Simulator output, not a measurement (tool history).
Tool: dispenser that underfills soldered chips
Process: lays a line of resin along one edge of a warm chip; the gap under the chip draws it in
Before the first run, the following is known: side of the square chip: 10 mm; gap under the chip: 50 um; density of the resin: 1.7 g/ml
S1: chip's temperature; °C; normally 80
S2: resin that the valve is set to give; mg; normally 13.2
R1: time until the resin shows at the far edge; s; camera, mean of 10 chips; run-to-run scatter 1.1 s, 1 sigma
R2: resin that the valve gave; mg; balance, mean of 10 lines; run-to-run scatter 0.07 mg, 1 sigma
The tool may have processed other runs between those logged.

run    day  S1    S2     R1     R2
  1      0  80  13.2  164.5  12.63
      0.15  -- new syringe of resin
  2  0.504  80  13.2  157.4  12.46
     0.683  -- new syringe of resin
  3  0.858  80  13.2  127.4  12.38
     1.217  -- new syringe of resin
  4  1.217  80  13.2   98.4  12.45
  5  1.542  80  13.2    147  12.42
     1.767  -- new syringe of resin
  6  2.067  77  13.2  162.7  12.24
     2.308  -- new syringe of resin
  7  2.404  70  13.2  169.7  12.21
     2.838  -- new syringe of resin
  8  2.888  80  13.2  105.8  12.14
  9  3.296  80  16.5  171.5  15.24
     3.412  -- new syringe of resin
 10  3.667  80  13.2  134.7  12.07
      3.95  -- new syringe of resin
     3.992  -- dispensing valve cleaned and set on the balance
 11  4.221  80  13.2  131.3  13.26
     4.525  -- new syringe of resin
 12  4.571  80  13.2  103.2  13.22
     5.071  -- new syringe of resin
 13  5.112  80  13.2  103.6  13.12
 14  5.425  80  13.2  152.4  13.18
     5.608  -- new syringe of resin
 15  5.933  81  14.7  144.2  14.41
     6.138  -- new syringe of resin
 16  6.475  81  14.7  144.3  14.16
     6.658  -- new syringe of resin
 17  6.933  81  14.7  132.9  14.28
     7.217  -- new syringe of resin
 18  7.292  80  15.7  104.2  15.11
 19  7.662  80  15.7  165.7   15.1
     7.738  -- new syringe of resin
 20  8.179  74  15.4  211.7  14.57
     8.296  -- new syringe of resin
 21  8.675  85  16.6  125.3  15.84
     8.833  -- new syringe of resin
 22  9.042  69  12.8  202.4  12.18
     9.383  -- new syringe of resin
 23  9.392  94  14.7     59  13.84
 24  9.858  94  14.7  107.8   13.6
     9.929  -- new syringe of resin
     10.45  -- new syringe of resin
 25   10.6  80  16.2  117.5   15.1

What will run 26 give?
     10.971  -- new syringe of resin
 26  11.038  93  15.4   ?   ?

Run 26 yielded R1 65.8 s, R2 14.27 mg.
The same run, on a tool lacking any hidden state, would have yielded R1 66.5 s, R2 15.45 mg.
